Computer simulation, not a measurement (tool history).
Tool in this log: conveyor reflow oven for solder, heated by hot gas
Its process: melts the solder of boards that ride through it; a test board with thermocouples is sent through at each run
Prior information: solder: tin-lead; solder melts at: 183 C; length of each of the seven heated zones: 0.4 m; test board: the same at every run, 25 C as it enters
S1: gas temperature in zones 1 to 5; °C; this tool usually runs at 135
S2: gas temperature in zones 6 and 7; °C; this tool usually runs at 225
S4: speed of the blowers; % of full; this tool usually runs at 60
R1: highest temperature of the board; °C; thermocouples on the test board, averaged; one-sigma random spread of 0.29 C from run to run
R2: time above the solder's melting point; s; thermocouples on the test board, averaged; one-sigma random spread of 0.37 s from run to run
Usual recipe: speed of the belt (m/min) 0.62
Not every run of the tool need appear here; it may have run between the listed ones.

{"run": 1, "day": 0.0, "S1": 135, "S2": 225, "speed of the belt (m/min)": 0.62, "S4": 60, "R1": 209.9, "R2": 49.9}
{"run": 2, "day": 2.079, "S1": 135, "S2": 225, "speed of the belt (m/min)": 0.62, "S4": 60, "R1": 209.3, "R2": 50.4}
{"run": 3, "day": 5.025, "S1": 135, "S2": 225, "speed of the belt (m/min)": 0.62, "S4": 60, "R1": 209.4, "R2": 50.5}
{"run": 4, "day": 8.95, "S1": 135, "S2": 225, "speed of the belt (m/min)": 0.62, "S4": 60, "R1": 209.3, "R2": 50.2}
{"run": 5, "day": 10.675, "S1": 135, "S2": 225, "speed of the belt (m/min)": 0.643, "S4": 60, "R1": 208.7, "R2": 46.4}
{"run": 6, "day": 14.162, "S1": 135, "S2": 225, "speed of the belt (m/min)": 0.643, "S4": 60, "R1": 208, "R2": 47}
{"run": 7, "day": 16.258, "S1": 135, "S2": 225, "speed of the belt (m/min)": 0.62, "S4": 60, "R1": 209.5, "R2": 50.7}
{"run": 8, "day": 20.038, "S1": 135, "S2": 225, "speed of the belt (m/min)": 0.62, "S4": 60, "R1": 209.4, "R2": 50.4}
{"run": 9, "day": 22.579, "S1": 135, "S2": 226, "speed of the belt (m/min)": 0.62, "S4": 60, "R1": 210.6, "R2": 51}
{"run": 10, "day": 26.354, "S1": 135, "S2": 226, "speed of the belt (m/min)": 0.62, "S4": 60, "R1": 210.6, "R2": 51.2}
{"run": 11, "day": 28.088, "S1": 135, "S2": 226, "speed of the belt (m/min)": 0.62, "S4": 73, "R1": 212, "R2": 53.3}
{"day": 28.575, "done": "flux residue cleaned out of gas plates and filters"}
{"run": 12, "day": 31.058, "S1": 135, "S2": 226, "speed of the belt (m/min)": 0.593, "S4": 73, "R1": 213.4, "R2": 58.6}
{"day": 33.392, "done": "belt drive overhauled, speed set with a stopwatch"}
{"run": 13, "day": 33.392, "S1": 122, "S2": 239, "speed of the belt (m/min)": 0.593, "S4": 57, "R1": 220.8, "R2": 58.6}
{"run": 14, "day": 36.208, "S1": 122, "S2": 217, "speed of the belt (m/min)": 0.584, "S4": 88, "R1": 205.2, "R2": 46.7}
{"run": 15, "day": 40.162, "S1": 122, "S2": 217, "speed of the belt (m/min)": 0.584, "S4": 88, "R1": 205.3, "R2": 46.4}
{"day": 41.442, "done": "thermocouples of zones 6 and 7 changed"}
{"run": 16, "day": 42.3, "S1": 135, "S2": 231, "speed of the belt (m/min)": 0.646, "S4": 69, "R1": 215, "R2": 53.2}
{"run": 17, "day": 44.504, "S1": 133, "S2": 231, "speed of the belt (m/min)": 0.687, "S4": 69, "R1": 212, "R2": 47}

What does the tool deliver on the next run?
{"run": 18, "day": 48.35, "S1": 133, "S2": 231, "speed of the belt (m/min)": 0.681, "S4": 57, "R1": "?", "R2": "?"}

R1: 211 °C
R2: 45 s
Take away the tool's hidden state, keep the run-to-run variation as it was, and the same run would have given R1 211 °C, R2 45 s.

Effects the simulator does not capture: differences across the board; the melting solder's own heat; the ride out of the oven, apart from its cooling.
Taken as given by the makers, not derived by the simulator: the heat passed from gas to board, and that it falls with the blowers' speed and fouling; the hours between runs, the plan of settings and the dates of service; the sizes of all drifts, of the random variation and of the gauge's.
